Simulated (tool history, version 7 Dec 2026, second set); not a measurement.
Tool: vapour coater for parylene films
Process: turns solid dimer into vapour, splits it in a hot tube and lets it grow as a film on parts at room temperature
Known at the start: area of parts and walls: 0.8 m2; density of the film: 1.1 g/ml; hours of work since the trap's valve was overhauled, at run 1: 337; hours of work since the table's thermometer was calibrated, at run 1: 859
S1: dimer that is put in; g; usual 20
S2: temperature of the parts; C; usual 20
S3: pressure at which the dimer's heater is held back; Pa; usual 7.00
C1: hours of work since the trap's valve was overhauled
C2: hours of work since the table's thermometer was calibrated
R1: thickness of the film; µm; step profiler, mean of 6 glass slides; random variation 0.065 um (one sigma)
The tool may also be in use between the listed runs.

Run 1, hour 0.0: usual settings; C1 337; C2 859. Result: R1 15.52 µm.
Run 2, hour 25.5: usual settings; C1 358; C2 880. Result: R1 15.41 µm.
Run 3, hour 45.3: usual settings; C1 374; C2 896. Result: R1 15.42 µm.
Run 4, hour 62.2: usual settings; C1 388; C2 910. Result: R1 15.53 µm.
Run 5, hour 78.8: usual settings but S3 5.52 Pa; C1 402; C2 924. Result: R1 16.08 µm.
At hour 94.6: trap's valve overhauled.
Run 6, hour 105.2: usual settings but S3 5.52 Pa; C1 9; C2 942. Result: R1 15.90 µm.
Run 7, hour 133.1: usual settings but S3 5.52 Pa; C1 32; C2 965. Result: R1 16.05 µm.
Run 8, hour 149.4: usual settings; C1 45; C2 979. Result: R1 15.36 µm.
Run 9, hour 162.5: usual settings; C1 56; C2 990. Result: R1 15.35 µm.
Run 10, hour 180.8: usual settings; C1 71; C2 1005. Result: R1 15.33 µm.
Run 11, hour 210.0: usual settings; C1 95; C2 1029. Result: R1 15.35 µm.
Run 12, hour 228.5: usual settings; C1 110; C2 1044. Result: R1 15.27 µm.
Run 13, hour 243.6: usual settings but S3 6.70 Pa; C1 123; C2 1056. Result: R1 15.56 µm.
Run 14, hour 264.3: usual settings but S3 6.70 Pa; C1 140; C2 1073. Result: R1 15.39 µm.
Run 15, hour 293.2: usual settings but S3 6.70 Pa; C1 163; C2 1097. Result: R1 15.55 µm.
Run 16, hour 322.5: usual settings but S3 6.70 Pa; C1 188; C2 1121. Result: R1 15.32 µm.
Run 17, hour 351.3: usual settings but S3 6.70 Pa; C1 211; C2 1145. Result: R1 15.40 µm.
Run 18, hour 370.4: usual settings but S3 6.70 Pa; C1 227; C2 1161. Result: R1 15.35 µm.
Run 19, hour 384.6: usual settings but S3 6.70 Pa; C1 239; C2 1172. Result: R1 15.23 µm.
Run 20, hour 397.8: usual settings but S3 6.72 Pa; C1 250; C2 1183. Result: R1 15.35 µm.
Run 21, hour 423.3: usual settings but S3 7.54 Pa; C1 271; C2 1204. Result: R1 15.01 µm.
Run 22, hour 449.6: usual settings but S3 2.12 Pa; C1 292; C2 1226. Result: R1 18.30 µm.
Run 23, hour 461.9: usual settings but S3 2.12 Pa; C1 302; C2 1236. Result: R1 18.31 µm.
Run 24, hour 484.3: usual settings but S3 2.12 Pa; C1 321; C2 1255. Result: R1 18.40 µm.
Run 25, hour 503.7: usual settings but S3 2.12 Pa; C1 337; C2 1270. Result: R1 18.30 µm.
Run 26, hour 525.1: usual settings but S1 12 g, S2 13 C, S3 9.16 Pa; C1 354; C2 1288. Result: R1 11.91 µm.
Run 27, hour 547.2: usual settings but S1 35 g, S2 18 C, S3 2.14 Pa; C1 373; C2 1306. Result: R1 34.72 µm.
Run 28, hour 574.7: usual settings but S1 11 g, S2 17 C, S3 2.77 Pa; C1 395; C2 1329. Result: R1 10.94 µm.
At hour 599.9: trap's valve overhauled.
Run 29, hour 603.5: usual settings but S1 11 g, S2 17 C, S3 2.77 Pa; C1 3; C2 1349. Result: R1 10.93 µm.
Run 30, hour 632.3: usual settings but S1 9 g; C1 27; C2 1373. Result: R1 6.86 µm.
Run 31, hour 655.6: usual settings but S2 14 C; C1 46; C2 1392. Result: R1 19.51 µm.
Run 32, hour 675.7: usual settings but S2 14 C; C1 62; C2 1409. Result: R1 19.63 µm.
Run 33, hour 690.7: usual settings but S1 32 g, S2 12 C; C1 75; C2 1421. Result: R1 33.94 µm.
Run 34, hour 712.9: usual settings but S1 32 g, S2 12 C; C1 93; C2 1439. Result: R1 34.11 µm.
Run 35, hour 735.3: usual settings but S2 29 C; C1 111; C2 1458. Result: R1 10.37 µm.
Run 36, hour 764.9: usual settings but S1 10 g, S2 12 C, S3 6.59 Pa; C1 136; C2 1482. Result: R1 10.63 µm.
Run 37, hour 790.9: usual settings but S1 10 g, S2 12 C, S3 6.59 Pa; C1 157; C2 1504. Result: R1 10.75 µm.
Run 38, hour 813.2: usual settings but S3 4.47 Pa; C1 176; C2 1522. Result: R1 16.11 µm.
Run 39, hour 841.4: usual settings but S2 21 C; C1 199; C2 1545. Result: R1 14.50 µm.
At hour 846.2: gauge calibrated.
Run 40, hour 854.4: usual settings but S2 21 C, S3 10.60 Pa; C1 210; C2 1556. Result: R1 13.84 µm.
Run 41, hour 873.1: usual settings but S2 21 C, S3 10.60 Pa; C1 225; C2 1571. Result: R1 13.89 µm.
Run 42, hour 902.8: usual settings but S2 15 C, S3 10.60 Pa; C1 249; C2 1596. Result: R1 17.92 µm.
Run 43, hour 931.8: usual settings but S3 5.51 Pa; C1 273; C2 1620. Result: R1 15.90 µm.
Run 44, hour 945.2: usual settings but S1 34 g, S2 18 C, S3 10.05 Pa; C1 284; C2 1631. Result: R1 27.15 µm.
Run 45, hour 958.4: usual settings but S1 34 g, S3 10.05 Pa; C1 295; C2 1642. Result: R1 24.78 µm.
Run 46, hour 973.2: usual settings but S1 9 g, S2 14 C, S3 9.75 Pa; C1 307; C2 1654. Result: R1 8.45 µm.
Run 47, hour 999.8: usual settings but S1 28 g, S2 16 C, S3 5.00 Pa; C1 329; C2 1676. Result: R1 26.86 µm.

4 ways to go on from here, each from the tool as it stands after run 47. What would each give?
Run A, hour 1017.0: usual settings but S1 25 g, S2 14 C, S3 3.80 Pa; C1 343; C2 1690. Result: R1 ?.
Run B, hour 1017.0: usual settings but S2 19 C; C1 343; C2 1690. Result: R1 ?.
Run C, hour 1017.0: usual settings but S1 12 g, S2 15 C, S3 9.18 Pa; C1 343; C2 1690. Result: R1 ?.
Run D, hour 1017.0: usual settings but S1 19 g, S2 16 C, S3 5.00 Pa; C1 343; C2 1690. Result: R1 ?.

run     R1
  A  27.39
  B  16.08
  C  10.99
  D  18.26
Without the tool's hidden state the same runs would have given:
run     R1
  A  27.55
  B  16.18
  C  11.06
  D  18.37

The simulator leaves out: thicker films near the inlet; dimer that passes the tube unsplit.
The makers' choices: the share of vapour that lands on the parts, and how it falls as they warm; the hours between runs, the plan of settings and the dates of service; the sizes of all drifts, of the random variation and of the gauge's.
